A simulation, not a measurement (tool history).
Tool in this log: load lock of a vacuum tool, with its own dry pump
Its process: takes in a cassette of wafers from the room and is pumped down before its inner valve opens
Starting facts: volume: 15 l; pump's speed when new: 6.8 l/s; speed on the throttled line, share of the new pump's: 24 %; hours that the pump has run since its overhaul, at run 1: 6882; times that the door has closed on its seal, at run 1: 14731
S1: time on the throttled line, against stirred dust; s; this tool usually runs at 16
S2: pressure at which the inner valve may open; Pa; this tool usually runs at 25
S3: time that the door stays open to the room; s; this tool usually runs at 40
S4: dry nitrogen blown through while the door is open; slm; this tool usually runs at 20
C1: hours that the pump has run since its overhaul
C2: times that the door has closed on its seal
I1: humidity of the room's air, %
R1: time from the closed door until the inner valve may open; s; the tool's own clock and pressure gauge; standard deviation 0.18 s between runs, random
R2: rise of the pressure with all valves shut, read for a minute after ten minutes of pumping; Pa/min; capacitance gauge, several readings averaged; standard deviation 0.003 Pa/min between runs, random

run 1 hour=0.0 | S1=16 S2=25 S3=40 S4=20 | C1=6882 C2=14731 | I1=40.3 | R1=32.0 R2=0.098
run 2 hour=246.9 | S1=16 S2=22 S3=40 S4=20 | C1=7129 C2=15213 | I1=44.5 | R1=32.3 R2=0.097
run 3 hour=576.6 | S1=16 S2=25 S3=227 S4=20 | C1=7459 C2=15855 | I1=42.6 | R1=32.1 R2=0.141
run 4 hour=1181.0 | S1=16 S2=25 S3=227 S4=20 | C1=8063 C2=17034 | I1=47.3 | R1=32.2 R2=0.158
run 5 hour=1692.0 | S1=16 S2=25 S3=227 S4=20 | C1=8574 C2=18030 | I1=47.9 | R1=32.3 R2=0.168
run 6 hour=2058.2 | S1=24 S2=25 S3=40 S4=20 | C1=8940 C2=18744 | I1=43.7 | R1=38.0 R2=0.120
run 7 hour=2566.2 | S1=16 S2=25 S3=40 S4=4 | C1=9448 C2=19735 | I1=44.7 | R1=32.5 R2=0.157
run 8 hour=2968.7 | S1=16 S2=25 S3=40 S4=20 | C1=9851 C2=20520 | I1=46.7 | R1=32.7 R2=0.132
run 9 hour=3244.1 | S1=16 S2=25 S3=40 S4=20 | C1=10126 C2=21057 | I1=44.0 | R1=32.7 R2=0.131
run 10 hour=3606.9 | S1=16 S2=25 S3=40 S4=20 | C1=10489 C2=21764 | I1=47.0 | R1=32.9 R2=0.138
run 11 hour=3969.5 | S1=16 S2=25 S3=40 S4=33 | C1=10852 C2=22471 | I1=42.2 | R1=32.8 R2=0.133
run 12 hour=4412.4 | S1=16 S2=25 S3=40 S4=33 | C1=11294 C2=23335 | I1=44.7 | R1=32.5 R2=0.136
-- hour=4663.9 dry pump taken out, an overhauled one fitted
run 13 hour=5009.3 | S1=16 S2=25 S3=40 S4=33 | C1=345 C2=24487 | I1=46.9 | R1=30.2 R2=0.142
run 14 hour=5472.7 | S1=16 S2=25 S3=40 S4=20 | C1=809 C2=25391 | I1=45.8 | R1=30.5 R2=0.162
run 15 hour=5786.9 | S1=16 S2=25 S3=99 S4=20 | C1=1123 C2=26003 | I1=44.8 | R1=30.6 R2=0.183
run 16 hour=6336.3 | S1=16 S2=25 S3=40 S4=9 | C1=1672 C2=27074 | I1=46.4 | R1=30.6 R2=0.186
run 17 hour=6591.9 | S1=16 S2=25 S3=223 S4=9 | C1=1928 C2=27573 | I1=47.1 | R1=30.6 R2=0.276
run 18 hour=6871.1 | S1=16 S2=25 S3=223 S4=9 | C1=2207 C2=28117 | I1=46.6 | R1=30.6 R2=0.272
run 19 hour=7271.8 | S1=19 S2=44 S3=27 S4=36 | C1=2608 C2=28899 | I1=41.5 | R1=32.0 R2=0.174
run 20 hour=7810.8 | S1=16 S2=25 S3=43 S4=6 | C1=3147 C2=29950 | I1=43.8 | R1=31.0 R2=0.217
run 21 hour=8111.7 | S1=16 S2=41 S3=93 S4=6 | C1=3448 C2=30536 | I1=46.7 | R1=29.5 R2=0.254
run 22 hour=8660.8 | S1=22 S2=31 S3=93 S4=6 | C1=3997 C2=31607 | I1=43.1 | R1=34.8 R2=0.266
run 23 hour=9099.6 | S1=29 S2=28 S3=40 S4=20 | C1=4436 C2=32463 | I1=45.1 | R1=40.5 R2=0.211
run 24 hour=9425.9 | S1=16 S2=29 S3=40 S4=15 | C1=4762 C2=33099 | I1=42.5 | R1=30.6 R2=0.227
run 25 hour=9920.1 | S1=16 S2=29 S3=40 S4=15 | C1=5256 C2=34063 | I1=45.8 | R1=30.9 R2=0.231
run 26 hour=10495.9 | S1=16 S2=47 S3=40 S4=15 | C1=5832 C2=35185 | I1=45.7 | R1=30.1 R2=0.239
run 27 hour=10917.2 | S1=16 S2=47 S3=115 S4=26 | C1=6253 C2=36007 | I1=42.4 | R1=29.8 R2=0.261
run 28 hour=11445.5 | S1=17 S2=25 S3=29 S4=45 | C1=6782 C2=37037 | I1=46.5 | R1=32.4 R2=0.235
run 29 hour=11967.1 | S1=23 S2=36 S3=87 S4=10 | C1=7303 C2=38054 | I1=44.2 | R1=36.1 R2=0.299
run 30 hour=12273.3 | S1=8 S2=25 S3=40 S4=12 | C1=7609 C2=38651 | I1=41.4 | R1=25.7 R2=0.263
run 31 hour=12727.2 | S1=8 S2=25 S3=40 S4=12 | C1=8063 C2=39536 | I1=43.7 | R1=26.0 R2=0.283
run 32 hour=13284.2 | S1=10 S2=25 S3=135 S4=12 | C1=8620 C2=40622 | I1=44.9 | R1=27.6 R2=0.335
run 33 hour=13730.3 | S1=13 S2=25 S3=135 S4=12 | C1=9066 C2=41492 | I1=44.4 | R1=29.9 R2=0.347
run 34 hour=14290.5 | S1=19 S2=43 S3=28 S4=9 | C1=9627 C2=42584 | I1=47.3 | R1=33.1 R2=0.316
run 35 hour=14754.3 | S1=27 S2=43 S3=28 S4=15 | C1=10090 C2=43489 | I1=48.7 | R1=38.9 R2=0.316
run 36 hour=15046.2 | S1=27 S2=43 S3=28 S4=15 | C1=10382 C2=44058 | I1=43.9 | R1=39.2 R2=0.324

Results for each run, recomputed without the tool's hidden state and with each run's random variation untouched:
Hidden state at play: pump's speed, % of a new pump's; leak at the door's seal, Pa l/s; drift of the gauge itself on ready_s, %; drift of the gauge itself on rise_pa_min, %.
run=1 R1=30.5 R2=0.035
run=2 R1=30.7 R2=0.031
run=3 R1=30.4 R2=0.073
run=4 R1=30.4 R2=0.084
run=5 R1=30.4 R2=0.088
run=6 R1=36.3 R2=0.035
run=7 R1=30.4 R2=0.067
run=8 R1=30.5 R2=0.036
run=9 R1=30.4 R2=0.033
run=10 R1=30.6 R2=0.037
run=11 R1=30.4 R2=0.024
run=12 R1=29.9 R2=0.025
run=13 R1=30.4 R2=0.027
run=14 R1=30.6 R2=0.037
run=15 R1=30.6 R2=0.054
run=16 R1=30.5 R2=0.050
run=17 R1=30.5 R2=0.136
run=18 R1=30.5 R2=0.128
run=19 R1=31.8 R2=0.025
run=20 R1=30.7 R2=0.059
run=21 R1=29.2 R2=0.093
run=22 R1=34.4 R2=0.091
run=23 R1=40.0 R2=0.032
run=24 R1=30.0 R2=0.041
run=25 R1=30.2 R2=0.039
run=26 R1=29.3 R2=0.037
run=27 R1=29.0 R2=0.053
run=28 R1=31.4 R2=0.018
run=29 R1=35.2 R2=0.072
run=30 R1=24.4 R2=0.036
run=31 R1=24.5 R2=0.040
run=32 R1=26.1 R2=0.081
run=33 R1=28.4 R2=0.084
run=34 R1=31.8 R2=0.042
run=35 R1=37.6 R2=0.037
run=36 R1=37.9 R2=0.032
